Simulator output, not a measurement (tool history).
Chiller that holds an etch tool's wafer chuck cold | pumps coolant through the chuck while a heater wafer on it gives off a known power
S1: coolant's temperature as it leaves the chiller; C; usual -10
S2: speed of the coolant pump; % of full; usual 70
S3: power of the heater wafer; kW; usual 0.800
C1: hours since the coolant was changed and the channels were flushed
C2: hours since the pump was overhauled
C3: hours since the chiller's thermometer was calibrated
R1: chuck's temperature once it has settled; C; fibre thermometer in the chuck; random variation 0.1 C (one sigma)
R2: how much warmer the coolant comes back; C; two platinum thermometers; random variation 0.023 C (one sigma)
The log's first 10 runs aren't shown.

| run | day | S1 | S2 | S3 | C1 | C2 | C3 | R1 | R2 |
|---|---|---|---|---|---|---|---|---|---|
| 11 | 37.238 | -10 | 73 | 0.800 | 1952 | 5548 | 4300 | 1.9 | 3.67 |
| 12 | 42.575 | -7 | 70 | 0.800 | 2080 | 5677 | 4428 | 5.2 | 3.81 |
|  | 43.233 | coolant pump overhauled |
| 13 | 47.654 | -7 | 70 | 0.800 | 2197 | 106 | 4545 | 5.4 | 3.95 |
| 14 | 49.879 | -10 | 70 | 0.800 | 2250 | 159 | 4598 | 2.5 | 3.99 |
| 15 | 52.158 | -10 | 70 | 0.788 | 2305 | 214 | 4653 | 2.4 | 3.94 |
| 16 | 57.250 | -10 | 70 | 0.800 | 2427 | 336 | 4775 | 2.4 | 4.00 |
|  | 60.025 | coolant pump overhauled, once more |
| 17 | 60.025 | -10 | 70 | 0.800 | 2489 | 0 | 4836 | 1.6 | 3.57 |
| 18 | 62.904 | -13 | 70 | 0.800 | 2558 | 69 | 4906 | -1.4 | 3.64 |
| 19 | 66.029 | -12 | 84 | 0.971 | 2633 | 144 | 4981 | 0.7 | 3.67 |
| 20 | 70.588 | -1 | 96 | 0.972 | 2742 | 254 | 5090 | 10.4 | 3.20 |
| 21 | 75.296 | -1 | 67 | 0.972 | 2855 | 366 | 5203 | 13.8 | 4.57 |
| 22 | 79.629 | -3 | 72 | 0.960 | 2959 | 471 | 5307 | 10.8 | 4.27 |
| 23 | 83.050 | -3 | 67 | 0.494 | 3041 | 553 | 5389 | 5.0 | 2.34 |
| 24 | 87.583 | -2 | 69 | 0.985 | 3150 | 661 | 5498 | 12.8 | 4.55 |
| 25 | 91.204 | -2 | 69 | 0.985 | 3237 | 748 | 5585 | 12.8 | 4.54 |
| 26 | 94.362 | -7 | 69 | 1.117 | 3313 | 824 | 5661 | 9.8 | 5.17 |
| 27 | 98.183 | -10 | 63 | 0.673 | 3404 | 916 | 5752 | 1.2 | 3.43 |
|  | 100.533 | chiller's thermometer calibrated |
| 28 | 101.321 | -10 | 63 | 0.673 | 3479 | 990 | 19 | 0.2 | 3.42 |
| 29 | 106.529 | -10 | 67 | 0.461 | 3604 | 1115 | 144 | -3.2 | 2.16 |
| 30 | 109.946 | -8 | 91 | 0.800 | 3686 | 1197 | 226 | 1.3 | 2.81 |
| 31 | 112.867 | -6 | 98 | 0.801 | 3756 | 1267 | 296 | 3.0 | 2.64 |

4 ways to go on from here, each from the tool as it stands after run 31. What would each give?
| A | 116.608 | -6 | 79 | 0.801 | 3846 | 1357 | 386 | ? | ? |
| B | 116.608 | -6 | 77 | 0.441 | 3846 | 1357 | 386 | ? | ? |
| C | 116.608 | -7 | 95 | 0.623 | 3846 | 1357 | 386 | ? | ? |
| D | 116.608 | -6 | 61 | 0.801 | 3846 | 1357 | 386 | ? | ? |

| run | R1 | R2 |
|---|---|---|
| A | 4.4 | 3.27 |
| B | -0.1 | 1.81 |
| C | 0.1 | 2.11 |
| D | 6.7 | 4.20 |
Without the tool's hidden state the same runs would have given:
| run | R1 | R2 |
|---|---|---|
| A | 3.8 | 3.23 |
| B | -0.5 | 1.79 |
| C | -0.4 | 2.09 |
| D | 5.9 | 4.15 |
